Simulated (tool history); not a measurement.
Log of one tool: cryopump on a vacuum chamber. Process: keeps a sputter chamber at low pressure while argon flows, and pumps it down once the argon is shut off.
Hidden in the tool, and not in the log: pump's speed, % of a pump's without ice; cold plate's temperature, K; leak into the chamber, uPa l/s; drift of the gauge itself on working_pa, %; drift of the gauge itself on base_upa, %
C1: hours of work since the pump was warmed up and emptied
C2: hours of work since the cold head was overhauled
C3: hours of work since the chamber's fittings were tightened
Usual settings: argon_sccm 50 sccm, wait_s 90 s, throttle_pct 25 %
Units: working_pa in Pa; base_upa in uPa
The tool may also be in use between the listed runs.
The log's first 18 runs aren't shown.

{"run": 19, "hour": 1059.3, "argon_sccm": 50, "wait_s": 90, "throttle_pct": 19, "C1": 156, "C2": 3218, "C3": 1616, "working_pa": 0.186, "base_upa": 0.54}
{"run": 20, "hour": 1124.2, "argon_sccm": 50, "wait_s": 199, "throttle_pct": 57, "C1": 204, "C2": 3266, "C3": 1664, "working_pa": 0.0666, "base_upa": 0.42}
{"run": 21, "hour": 1205.3, "argon_sccm": 50, "wait_s": 199, "throttle_pct": 57, "C1": 264, "C2": 3326, "C3": 1724, "working_pa": 0.0675, "base_upa": 0.41}
{"hour": 1272.2, "done": "pump warmed up, emptied and cooled again"}
{"run": 22, "hour": 1281.7, "argon_sccm": 50, "wait_s": 248, "throttle_pct": 25, "C1": 7, "C2": 3379, "C3": 1776, "working_pa": 0.1415, "base_upa": 0.34}
{"run": 23, "hour": 1359.1, "argon_sccm": 94, "wait_s": 248, "throttle_pct": 16, "C1": 64, "C2": 3436, "C3": 1834, "working_pa": 0.4103, "base_upa": 0.37}
{"run": 24, "hour": 1425.9, "argon_sccm": 33, "wait_s": 142, "throttle_pct": 19, "C1": 113, "C2": 3485, "C3": 1883, "working_pa": 0.1226, "base_upa": 0.46}
{"run": 25, "hour": 1476.4, "argon_sccm": 33, "wait_s": 21, "throttle_pct": 22, "C1": 151, "C2": 3523, "C3": 1920, "working_pa": 0.1068, "base_upa": 1.43}
{"run": 26, "hour": 1533.8, "argon_sccm": 62, "wait_s": 68, "throttle_pct": 28, "C1": 193, "C2": 3565, "C3": 1963, "working_pa": 0.161, "base_upa": 0.67}
{"run": 27, "hour": 1609.2, "argon_sccm": 62, "wait_s": 52, "throttle_pct": 28, "C1": 249, "C2": 3621, "C3": 2018, "working_pa": 0.1625, "base_upa": 0.75}
{"run": 28, "hour": 1678.7, "argon_sccm": 40, "wait_s": 40, "throttle_pct": 19, "C1": 300, "C2": 3672, "C3": 2070, "working_pa": 0.1539, "base_upa": 0.9}
{"hour": 1694.6, "done": "pump warmed up, emptied and cooled again"}
{"run": 29, "hour": 1730.3, "argon_sccm": 29, "wait_s": 89, "throttle_pct": 19, "C1": 26, "C2": 3707, "C3": 2104, "working_pa": 0.1059, "base_upa": 0.52}
{"run": 30, "hour": 1774.7, "argon_sccm": 57, "wait_s": 33, "throttle_pct": 25, "C1": 59, "C2": 3739, "C3": 2137, "working_pa": 0.1605, "base_upa": 0.98}
{"run": 31, "hour": 1826.8, "argon_sccm": 37, "wait_s": 252, "throttle_pct": 27, "C1": 98, "C2": 3778, "C3": 2175, "working_pa": 0.0979, "base_upa": 0.39}
{"run": 32, "hour": 1885.1, "argon_sccm": 32, "wait_s": 98, "throttle_pct": 54, "C1": 141, "C2": 3821, "C3": 2218, "working_pa": 0.0438, "base_upa": 0.54}
{"run": 33, "hour": 1919.9, "argon_sccm": 50, "wait_s": 90, "throttle_pct": 59, "C1": 166, "C2": 3847, "C3": 2244, "working_pa": 0.0644, "base_upa": 0.59}

5 ways to go on from here, each from the tool as it stands after run 33. What would each give?
{"run": "A", "hour": 1983.6, "argon_sccm": 44, "wait_s": 62, "throttle_pct": 25, "C1": 213, "C2": 3894, "C3": 2291, "working_pa": "?", "base_upa": "?"}
{"run": "B", "hour": 1983.6, "argon_sccm": 50, "wait_s": 188, "throttle_pct": 33, "C1": 213, "C2": 3894, "C3": 2291, "working_pa": "?", "base_upa": "?"}
{"run": "C", "hour": 1983.6, "argon_sccm": 50, "wait_s": 90, "throttle_pct": 56, "C1": 213, "C2": 3894, "C3": 2291, "working_pa": "?", "base_upa": "?"}
{"run": "D", "hour": 1983.6, "argon_sccm": 28, "wait_s": 162, "throttle_pct": 25, "C1": 213, "C2": 3894, "C3": 2291, "working_pa": "?", "base_upa": "?"}
{"run": "E", "hour": 1983.6, "argon_sccm": 50, "wait_s": 243, "throttle_pct": 59, "C1": 213, "C2": 3894, "C3": 2291, "working_pa": "?", "base_upa": "?"}

run=A working_pa=0.1278 base_upa=0.71
run=B working_pa=0.1120 base_upa=0.46
run=C working_pa=0.0680 base_upa=0.59
run=D working_pa=0.0811 base_upa=0.48
run=E working_pa=0.0644 base_upa=0.43
Without the tool's hidden state the same runs would have given:
run=A working_pa=0.1221 base_upa=0.51
run=B working_pa=0.1055 base_upa=0.26
run=C working_pa=0.0615 base_upa=0.39
run=D working_pa=0.0774 base_upa=0.28
run=E working_pa=0.0579 base_upa=0.23

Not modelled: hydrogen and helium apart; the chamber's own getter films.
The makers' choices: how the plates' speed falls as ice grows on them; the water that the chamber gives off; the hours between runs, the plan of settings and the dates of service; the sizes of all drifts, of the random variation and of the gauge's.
